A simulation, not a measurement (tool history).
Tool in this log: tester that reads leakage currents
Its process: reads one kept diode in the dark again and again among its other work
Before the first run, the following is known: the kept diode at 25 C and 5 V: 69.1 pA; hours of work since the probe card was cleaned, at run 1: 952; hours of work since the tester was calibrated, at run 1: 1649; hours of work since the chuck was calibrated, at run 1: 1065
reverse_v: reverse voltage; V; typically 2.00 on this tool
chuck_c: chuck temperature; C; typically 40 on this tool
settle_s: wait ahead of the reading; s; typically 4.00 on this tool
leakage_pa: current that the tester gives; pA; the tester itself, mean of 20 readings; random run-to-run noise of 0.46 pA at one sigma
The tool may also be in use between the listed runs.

| run | hour | reverse_v | chuck_c | settle_s | hours of work since the probe card was cleaned | hours of work since the tester was calibrated | hours of work since the chuck was calibrated | leakage_pa |
|---|---|---|---|---|---|---|---|---|
| 1 | 0.0 | 2.00 | 40 | 4.00 | 952 | 1649 | 1065 | 182.15 |
| 2 | 65.3 | 1.88 | 40 | 4.00 | 994 | 1691 | 1106 | 176.91 |
|  | 93.2 | chuck's temperature calibrated |
| 3 | 113.3 | 1.88 | 40 | 4.00 | 1023 | 1720 | 13 | 152.38 |
| 4 | 175.7 | 1.88 | 40 | 4.00 | 1063 | 1759 | 52 | 152.27 |
|  | 182.9 | probe card cleaned and baked |
| 5 | 243.4 | 2.00 | 40 | 4.00 | 38 | 1800 | 93 | 159.04 |
| 6 | 292.1 | 2.00 | 40 | 4.00 | 69 | 1831 | 124 | 158.92 |
| 7 | 332.6 | 5.65 | 32 | 0.50 | 95 | 1857 | 150 | 139.36 |
| 8 | 379.4 | 5.65 | 32 | 0.50 | 125 | 1887 | 180 | 140.62 |
| 9 | 432.3 | 3.80 | 29 | 0.92 | 158 | 1920 | 213 | 91.78 |
|  | 469.3 | probe card cleaned and baked, once more |
| 10 | 478.6 | 5.76 | 21 | 0.92 | 6 | 1948 | 241 | 56.02 |
| 11 | 539.8 | 5.76 | 21 | 0.92 | 45 | 1987 | 280 | 56.26 |

Branching from run 11: 4 alternative next runs. What would each branch give?
| A | 589.9 | 2.00 | 26 | 4.00 | 77 | 2019 | 312 | ? |
| B | 589.9 | 6.56 | 21 | 0.92 | 77 | 2019 | 312 | ? |
| C | 589.9 | 5.76 | 21 | 0.60 | 77 | 2019 | 312 | ? |
| D | 589.9 | 12.69 | 54 | 0.88 | 77 | 2019 | 312 | ? |

| run | leakage_pa |
|---|---|
| A | 53.34 |
| B | 60.37 |
| C | 57.41 |
| D | 1045.25 |
With the hidden condition removed and each run's random variation left untouched, the same runs would have given:
| run | leakage_pa |
|---|---|
| A | 50.10 |
| B | 56.52 |
| C | 53.79 |
| D | 991.23 |
